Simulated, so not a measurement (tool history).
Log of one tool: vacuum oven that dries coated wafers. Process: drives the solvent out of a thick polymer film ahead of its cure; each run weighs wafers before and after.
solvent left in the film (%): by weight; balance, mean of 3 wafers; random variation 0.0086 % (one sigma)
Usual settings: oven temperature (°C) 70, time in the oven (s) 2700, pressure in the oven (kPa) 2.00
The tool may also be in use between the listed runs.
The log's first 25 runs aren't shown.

| run | day | oven temperature (°C) | time in the oven (s) | pressure in the oven (kPa) | solvent left in the film (%) |
|---|---|---|---|---|---|
| 26 | 76.675 | 60 | 3840 | 5.68 | 4.320 |
| 27 | 80.454 | 60 | 3840 | 5.68 | 4.304 |
| 28 | 82.383 | 73 | 2700 | 2.00 | 1.118 |
| 29 | 85.829 | 70 | 2040 | 2.00 | 1.980 |
| 30 | 89.562 | 70 | 2040 | 3.02 | 2.366 |
| 31 | 91.771 | 70 | 2040 | 3.02 | 2.349 |
| 32 | 95.758 | 70 | 2040 | 3.02 | 2.359 |
| 33 | 97.954 | 74 | 2700 | 7.42 | 2.876 |
|  | 99.296 | oven's thermocouples calibrated |
| 34 | 100.108 | 61 | 1800 | 2.00 | 4.453 |
| 35 | 102.375 | 61 | 1800 | 2.00 | 4.435 |
| 36 | 106.642 | 81 | 1860 | 7.01 | 2.432 |
| 37 | 110.733 | 67 | 2700 | 2.49 | 2.216 |
| 38 | 113.129 | 67 | 2700 | 2.49 | 2.189 |

Forecast each of these 3 alternatives for the next run:
| A | 116.346 | 64 | 2640 | 4.37 | ? |
| B | 116.346 | 67 | 4500 | 3.88 | ? |
| C | 116.346 | 67 | 3240 | 2.39 | ? |

| run | solvent left in the film (%) |
|---|---|
| A | 3.723 |
| B | 2.159 |
| C | 1.803 |
Without the tool's hidden state the same runs would have given:
| run | solvent left in the film (%) |
|---|---|
| A | 3.717 |
| B | 2.127 |
| C | 1.776 |
